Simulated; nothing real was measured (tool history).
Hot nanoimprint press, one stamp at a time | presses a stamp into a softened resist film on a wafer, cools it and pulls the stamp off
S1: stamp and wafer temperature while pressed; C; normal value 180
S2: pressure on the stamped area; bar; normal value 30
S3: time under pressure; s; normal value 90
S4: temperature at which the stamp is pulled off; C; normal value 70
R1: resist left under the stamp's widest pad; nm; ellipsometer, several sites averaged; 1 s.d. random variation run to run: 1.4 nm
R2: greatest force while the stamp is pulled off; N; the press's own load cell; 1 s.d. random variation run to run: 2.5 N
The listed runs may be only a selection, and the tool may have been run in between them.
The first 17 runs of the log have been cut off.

run 18 day=6.708 | S1=187 S2=30 S3=85 S4=70 | R1=246.9 R2=153
-- day=7.092 gauge calibrated
run 19 day=7.242 | S1=187 S2=30 S3=85 S4=70 | R1=238.7 R2=145
-- day=7.542 stamp cleaned and given a new release coat
run 20 day=8.012 | S1=187 S2=31.9 S3=55 S4=70 | R1=271 R2=149
run 21 day=8.462 | S1=180 S2=37 S3=90 S4=64 | R1=259.8 R2=168
run 22 day=9.079 | S1=180 S2=37 S3=90 S4=64 | R1=266.1 R2=172
run 23 day=9.704 | S1=180 S2=37 S3=90 S4=75 | R1=265 R2=126
run 24 day=10.025 | S1=188 S2=18.9 S3=56 S4=70 | R1=351.3 R2=146
run 25 day=10.458 | S1=180 S2=30 S3=90 S4=61 | R1=299.8 R2=180
run 26 day=10.975 | S1=185 S2=30 S3=136 S4=72 | R1=220.9 R2=138
run 27 day=11.408 | S1=185 S2=30 S3=136 S4=72 | R1=220.6 R2=142
run 28 day=12.042 | S1=185 S2=30 S3=136 S4=72 | R1=221 R2=135
run 29 day=12.575 | S1=183 S2=23.4 S3=79 S4=70 | R1=328.3 R2=143
run 30 day=13.008 | S1=183 S2=23.4 S3=79 S4=70 | R1=326.8 R2=145
run 31 day=13.358 | S1=183 S2=23.4 S3=79 S4=70 | R1=328.4 R2=150

What if the next run were any one of these 3? Each begins from the tool's condition after run 31:
run A day=13.729 | S1=180 S2=30 S3=48 S4=70 | R1=? R2=?
run B day=13.729 | S1=173 S2=39.9 S3=156 S4=70 | R1=? R2=?
run C day=13.729 | S1=179 S2=30 S3=90 S4=75 | R1=? R2=?

run=A R1=372.7 R2=139
run=B R1=267.5 R2=145
run=C R1=308.6 R2=128
Had the tool no hidden state, the same runs would have come out as:
run=A R1=364.3 R2=138
run=B R1=261.4 R2=144
run=C R1=301.6 R2=127

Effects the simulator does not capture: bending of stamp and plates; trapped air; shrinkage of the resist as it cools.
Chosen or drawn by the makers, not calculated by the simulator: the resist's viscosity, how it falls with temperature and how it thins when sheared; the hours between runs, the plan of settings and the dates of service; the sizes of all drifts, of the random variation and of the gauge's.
